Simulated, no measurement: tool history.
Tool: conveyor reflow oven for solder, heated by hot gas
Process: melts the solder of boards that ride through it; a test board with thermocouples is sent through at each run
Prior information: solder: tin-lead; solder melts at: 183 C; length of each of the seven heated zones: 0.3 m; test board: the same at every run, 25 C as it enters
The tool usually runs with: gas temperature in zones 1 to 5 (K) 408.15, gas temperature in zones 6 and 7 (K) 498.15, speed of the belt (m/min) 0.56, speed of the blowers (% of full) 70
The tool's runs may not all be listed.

| run | hour | gas temperature in zones 1 to 5 (K) | gas temperature in zones 6 and 7 (K) | speed of the belt (m/min) | speed of the blowers (% of full) | highest temperature of the board (K) | time above the solder's melting point (s) |
|---|---|---|---|---|---|---|---|
| 1 | 0 | 408.15 | 498.15 | 0.56 | 70 | 482.45 | 41.9 |
| 2 | 34.3 | 408.15 | 498.15 | 0.56 | 89 | 485.35 | 45.2 |
| 3 | 80.1 | 408.15 | 498.15 | 0.56 | 89 | 485.05 | 44.9 |
| 4 | 140 | 408.15 | 498.15 | 0.56 | 89 | 484.85 | 44.8 |
|  | 195.6 | flux residue cleaned out of gas plates and filters |
| 5 | 204 | 408.15 | 498.15 | 0.56 | 89 | 483.75 | 44 |
|  | 233.8 | thermocouples of zones 6 and 7 changed |
| 6 | 246.6 | 408.15 | 498.15 | 0.56 | 89 | 483.35 | 43.4 |
| 7 | 322.4 | 408.15 | 498.15 | 0.56 | 89 | 483.45 | 42.9 |
| 8 | 385.8 | 408.15 | 498.15 | 0.56 | 89 | 483.05 | 43 |
| 9 | 459.3 | 408.15 | 498.15 | 0.56 | 89 | 482.25 | 42.6 |
| 10 | 512 | 408.15 | 498.15 | 0.56 | 89 | 481.95 | 41.8 |
| 11 | 588.8 | 408.15 | 498.15 | 0.56 | 89 | 481.75 | 41.6 |
|  | 611.9 | flux residue cleaned out of gas plates and filters |
| 12 | 643.8 | 408.15 | 498.15 | 0.56 | 89 | 487.35 | 47.1 |
|  | 676.9 | flux residue cleaned out of gas plates and filters, once more |
| 13 | 708.2 | 408.15 | 498.15 | 0.56 | 70 | 483.35 | 43.7 |
| 14 | 755.7 | 408.15 | 498.15 | 0.56 | 70 | 483.45 | 43.8 |
|  | 822.9 | belt drive overhauled, speed set with a stopwatch |
| 15 | 825.4 | 408.15 | 498.15 | 0.56 | 61 | 480.45 | 39.3 |
| 16 | 876.2 | 394.15 | 505.15 | 0.56 | 70 | 485.95 | 40.3 |
| 17 | 920.9 | 400.15 | 510.15 | 0.64 | 88 | 490.15 | 39 |
| 18 | 1002.5 | 400.15 | 498.15 | 0.56 | 53 | 475.95 | 31.9 |
| 19 | 1081.6 | 403.15 | 498.15 | 0.56 | 70 | 480.65 | 37.7 |
|  | 1093.8 | flux residue cleaned out of gas plates and filters |
| 20 | 1167.2 | 414.15 | 497.15 | 0.506 | 64 | 485.35 | 51 |
| 21 | 1206 | 414.15 | 497.15 | 0.506 | 64 | 484.65 | 50.9 |
| 22 | 1287.2 | 408.15 | 498.15 | 0.61 | 70 | 479.95 | 35.5 |
| 23 | 1356.7 | 416.15 | 498.15 | 0.61 | 70 | 481.25 | 38.8 |
| 24 | 1410 | 416.15 | 498.15 | 0.61 | 70 | 481.05 | 38.4 |
|  | 1446.4 | thermocouples of zones 6 and 7 changed |
| 25 | 1478.3 | 415.15 | 498.15 | 0.56 | 61 | 480.55 | 41.3 |
|  | 1506 | flux residue cleaned out of gas plates and filters |
| 26 | 1562 | 417.15 | 511.15 | 0.492 | 70 | 499.35 | 63.8 |
| 27 | 1601 | 408.15 | 498.15 | 0.475 | 70 | 487.25 | 55.1 |
| 28 | 1655.4 | 412.15 | 512.15 | 0.56 | 84 | 498.45 | 53.7 |
| 29 | 1718.3 | 408.15 | 498.15 | 0.637 | 57 | 474.85 | 28.4 |

Consider 3 possible next runs. They are alternatives, not a sequence: every one starts from the tool as it was left by run 29. What does each give?
| A | 1787.3 | 413.15 | 498.15 | 0.623 | 70 | ? | ? |
| B | 1787.3 | 423.15 | 506.15 | 0.56 | 70 | ? | ? |
| C | 1787.3 | 405.15 | 504.15 | 0.637 | 57 | ? | ? |

| run | highest temperature of the board (K) | time above the solder's melting point (s) |
|---|---|---|
| A | 480.25 | 36 |
| B | 491.55 | 53.1 |
| C | 478.35 | 31.3 |
With no hidden state in the tool, these same runs would have given:
| run | highest temperature of the board (K) | time above the solder's melting point (s) |
|---|---|---|
| A | 481.25 | 36.8 |
| B | 492.35 | 53.2 |
| C | 479.35 | 32.1 |
